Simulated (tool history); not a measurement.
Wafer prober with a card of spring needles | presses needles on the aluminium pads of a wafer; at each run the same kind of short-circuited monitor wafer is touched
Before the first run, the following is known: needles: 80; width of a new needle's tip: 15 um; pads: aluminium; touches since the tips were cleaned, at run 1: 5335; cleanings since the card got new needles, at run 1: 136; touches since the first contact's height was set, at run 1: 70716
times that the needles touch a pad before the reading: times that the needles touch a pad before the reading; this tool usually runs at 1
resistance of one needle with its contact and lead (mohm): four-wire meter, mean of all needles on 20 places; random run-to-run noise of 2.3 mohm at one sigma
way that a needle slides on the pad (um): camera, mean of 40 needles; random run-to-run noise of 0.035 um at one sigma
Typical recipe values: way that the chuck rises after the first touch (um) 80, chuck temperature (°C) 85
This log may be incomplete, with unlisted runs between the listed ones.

run,hour,way that the chuck rises after the first touch (um),chuck temperature (°C),times that the needles touch a pad before the reading,touches since the tips were cleaned,cleanings since the card got new needles,touches since the first contact's height was set,resistance of one needle with its contact and lead (mohm),way that a needle slides on the pad (um)
1,0.0,80,85,1,5335,136,70716,256,13.96
# hour 6.1: tips cleaned on abrasive film
# hour 22.3: tips cleaned on abrasive film
2,31.5,80,85,1,4474,138,86045,258,14.03
# hour 38.0: tips cleaned on abrasive film
# hour 54.5: tips cleaned on abrasive film
3,66.1,80,85,1,5725,140,102935,254,13.99
# hour 69.6: tips cleaned on abrasive film
# hour 85.9: tips cleaned on abrasive film
4,96.0,80,85,1,4959,142,117476,257,14.04
# hour 102.8: tips cleaned on abrasive film
# hour 119.6: tips cleaned on abrasive film
# hour 122.5: height of the first contact set anew
# hour 136.7: tips cleaned on abrasive film
# hour 151.7: tips cleaned on abrasive film
5,151.7,80,85,1,0,146,14219,254,14.11
# hour 168.3: tips cleaned on abrasive film
# hour 184.8: tips cleaned on abrasive film
6,187.4,80,85,1,1300,148,31623,255,14.15
# hour 199.5: tips cleaned on abrasive film
# hour 216.2: tips cleaned on abrasive film
# hour 232.5: tips cleaned on abrasive film
7,242.1,80,85,1,4698,151,58280,254,14.08
# hour 249.3: tips cleaned on abrasive film
# hour 266.9: tips cleaned on abrasive film
# hour 283.6: tips cleaned on abrasive film
8,284.7,80,85,1,525,154,78982,252,14.09
# hour 298.7: tips cleaned on abrasive film
# hour 315.1: tips cleaned on abrasive film
9,317.2,80,85,1,1054,156,94833,252,14.12
# hour 330.9: tips cleaned on abrasive film
# hour 348.3: tips cleaned on abrasive film
10,348.3,80,26,1,0,158,109971,237,14.11
# hour 363.9: tips cleaned on abrasive film
# hour 381.0: tips cleaned on abrasive film
11,383.3,80,26,1,1154,160,127048,237,14.14
# hour 389.7: height of the first contact set anew
# hour 396.1: tips cleaned on abrasive film
# hour 413.7: tips cleaned on abrasive film
12,422.0,80,26,1,4071,162,15720,240,14.13
# hour 428.7: tips cleaned on abrasive film
# hour 445.4: tips cleaned on abrasive film
# hour 461.8: tips cleaned on abrasive film
# hour 476.2: tips cleaned on abrasive film
13,476.2,80,26,1,0,166,42077,240,14.20
# hour 493.7: tips cleaned on abrasive film
# hour 511.4: tips cleaned on abrasive film
# hour 528.4: tips cleaned on abrasive film
14,534.7,80,42,1,3077,169,70600,243,14.23
# hour 543.6: tips cleaned on abrasive film
# hour 560.8: tips cleaned on abrasive film
# hour 576.3: tips cleaned on abrasive film
# hour 592.9: tips cleaned on abrasive film
15,593.6,80,42,1,354,173,99295,245,14.08
# hour 607.8: tips cleaned on abrasive film
# hour 625.4: tips cleaned on abrasive film
16,630.0,65,31,1,2270,175,117034,245,11.53
# hour 640.6: tips cleaned on abrasive film
# hour 657.5: tips cleaned on abrasive film
# hour 657.8: height of the first contact set anew
17,671.5,65,31,1,6670,177,6670,244,11.46
# hour 675.1: tips cleaned on abrasive film
# hour 691.7: tips cleaned on abrasive film
# hour 707.3: tips cleaned on abrasive film
# hour 724.9: tips cleaned on abrasive film
18,726.8,70,85,2,919,181,33587,255,12.42
# hour 739.6: tips cleaned on abrasive film
# hour 755.2: tips cleaned on abrasive film
19,763.7,70,85,2,4143,183,51562,257,12.50
# hour 770.1: tips cleaned on abrasive film
# hour 787.7: tips cleaned on abrasive film
# hour 805.1: tips cleaned on abrasive film
20,811.5,97,100,2,3133,186,74841,260,17.25
# hour 821.5: tips cleaned on abrasive film
# hour 836.8: tips cleaned on abrasive film
# hour 852.6: tips cleaned on abrasive film
21,860.6,78,41,2,3903,189,98758,244,13.94
# hour 869.8: tips cleaned on abrasive film
# hour 884.0: tips cleaned on abrasive film
22,890.2,75,60,1,3061,191,113193,249,13.39
# hour 900.8: tips cleaned on abrasive film
# hour 918.3: tips cleaned on abrasive film
# hour 925.6: height of the first contact set anew
# hour 935.9: tips cleaned on abrasive film
23,936.6,80,105,2,359,194,5359,265,14.29
# hour 939.3: gauge calibrated
# hour 952.3: tips cleaned on abrasive film
# hour 968.2: tips cleaned on abrasive film
24,977.5,74,85,2,4571,196,25293,254,12.99
# hour 983.5: tips cleaned on abrasive film
# hour 1000.2: tips cleaned on abrasive film
# hour 1016.6: tips cleaned on abrasive film
# hour 1033.2: tips cleaned on abrasive film
25,1034.9,85,44,1,803,200,53203,244,14.95
# hour 1048.2: tips cleaned on abrasive film
# hour 1065.7: tips cleaned on abrasive film
26,1073.4,80,103,1,3780,202,71989,264,14.01
# hour 1080.5: tips cleaned on abrasive film
# hour 1097.9: tips cleaned on abrasive film
# hour 1113.7: tips cleaned on abrasive film
27,1113.7,66,48,1,0,205,91613,248,11.59
# hour 1128.8: tips cleaned on abrasive film
# hour 1145.9: tips cleaned on abrasive film
28,1148.1,84,65,3,1083,207,108371,245,14.83

Below are 3 alternative next runs, each starting from the tool's condition after run 28. Predict each:
# hour 1163.4: tips cleaned on abrasive film
# hour 1177.6: tips cleaned on abrasive film
# hour 1194.3: tips cleaned on abrasive film
# hour 1194.6: height of the first contact set anew
A,1194.8,84,98,3,70,210,70,?,?
# hour 1163.4: tips cleaned on abrasive film
# hour 1177.6: tips cleaned on abrasive film
# hour 1194.3: tips cleaned on abrasive film
# hour 1194.6: height of the first contact set anew
B,1194.8,84,65,1,70,210,70,?,?
# hour 1163.4: tips cleaned on abrasive film
# hour 1177.6: tips cleaned on abrasive film
# hour 1194.3: tips cleaned on abrasive film
# hour 1194.6: height of the first contact set anew
C,1194.8,95,77,2,70,210,70,?,?

run,resistance of one needle with its contact and lead (mohm),way that a needle slides on the pad (um)
A,253,14.73
B,249,14.79
C,248,16.77
Had the tool no hidden state, the same runs would have come out as:
run,resistance of one needle with its contact and lead (mohm),way that a needle slides on the pad (um)
A,253,14.65
B,249,14.71
C,248,16.68
